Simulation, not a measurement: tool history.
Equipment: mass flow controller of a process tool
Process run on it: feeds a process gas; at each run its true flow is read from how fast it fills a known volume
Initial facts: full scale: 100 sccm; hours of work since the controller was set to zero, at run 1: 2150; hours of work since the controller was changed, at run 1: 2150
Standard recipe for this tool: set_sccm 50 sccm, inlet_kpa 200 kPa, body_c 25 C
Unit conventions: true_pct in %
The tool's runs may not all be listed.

run      day  set_sccm  inlet_kpa  body_c  hours of work since the controller was set to zero  hours of work since the controller was changed  true_pct
  1    0.000        50        200      25                                                2150                                            2150    100.64
  2   16.379        50        200      25                                                2331                                            2331    100.71
  3   29.712        50        200      25                                                2479                                            2479    100.80
  4   41.088        50        200      25                                                2605                                            2605    100.97
  5   55.596        50        200      25                                                2766                                            2766    101.13
  6   71.912        50        200      25                                                2946                                            2946    101.08
  7   86.862        50        200      25                                                3112                                            3112    101.19
  8   96.492        50        200      25                                                3219                                            3219    101.25
  9  107.921        50        200      30                                                3345                                            3345    102.02
 10  117.029        50        180      25                                                3446                                            3446    101.68
 11  132.129        29        200      25                                                3614                                            3614    101.82
 12  147.233        50        200      25                                                3781                                            3781    101.82
 13  162.471        50        200      35                                                3950                                            3950    103.06
 14  170.500        50        200      35                                                4039                                            4039    103.02
 15  178.192        50        200      35                                                4124                                            4124    103.11
 16  186.492        50        200      25                                                4216                                            4216    101.90
 17  204.062        50        200      25                                                4411                                            4411    102.18
 18  215.100        50        200      25                                                4533                                            4533    102.16
     227.525  -- controller's zero set anew
 19  229.692        11        190      24                                                  24                                            4695     99.87
 20  242.171        22        200      23                                                 162                                            4833    100.15
 21  251.929        73        188      25                                                 270                                            4941    101.68
 22  262.892        50        155      25                                                 392                                            5062    101.40
 23  280.683        50        155      25                                                 589                                            5260    101.43
 24  296.792        36        159      33                                                 768                                            5438    102.31
 25  311.750        50        200      21                                                 933                                            5604    100.93
 26  326.979        33        147      24                                                1102                                            5773    101.65
 27  339.004        46        241      24                                                1235                                            5906    101.12
 28  350.700        81        200      25                                                1365                                            6035    102.36
 29  363.279        81        269      25                                                1504                                            6175    101.74
 30  376.958        44        208      25                                                1656                                            6326    101.79
 31  387.050        50        261      25                                                1768                                            6438    101.45
 32  399.475        50        261      25                                                1905                                            6576    101.65
 33  415.288        50        261      25                                                2081                                            6751    101.64
 34  423.838        74        200      25                                                2175                                            6846    102.70
 35  433.096        98        158      25                                                2278                                            6948    103.51
 36  443.800        25        165      38                                                2397                                            7067    104.49

Hidden state or all else? Some run-to-run changes of true_pct, split into what the settings, what came in and random variation would give without the hidden state, and what is left for the hidden state (with any gauge scatter that isn't in both results):
What the log doesn't record here: flow at rest that the sensor doesn't see, % of full scale; true flow over the shown one, %; drift of the gauge itself on true_pct, %.
Run 10 -> 11: set_sccm 50 -> 29, inlet_kpa 180 -> 200. true_pct +0.14 %: hidden state +0.97, all else -0.83.
Run 18 -> 19: set_sccm 50 -> 11, inlet_kpa 200 -> 190, body_c 25 -> 24, controller's zero set anew. true_pct -2.29 %: hidden state -1.23, all else -1.06.
Run 20 -> 21: set_sccm 22 -> 73, inlet_kpa 200 -> 188, body_c 23 -> 25. true_pct +1.53 %: hidden state -0.07, all else +1.60.
Run 24 -> 25: set_sccm 36 -> 50, inlet_kpa 159 -> 200, body_c 33 -> 21. true_pct -1.38 %: hidden state +0.01, all else -1.39.
Run 35 -> 36: set_sccm 98 -> 25, inlet_kpa 158 -> 165, body_c 25 -> 38. true_pct +0.98 %: hidden state +1.24, all else -0.26.
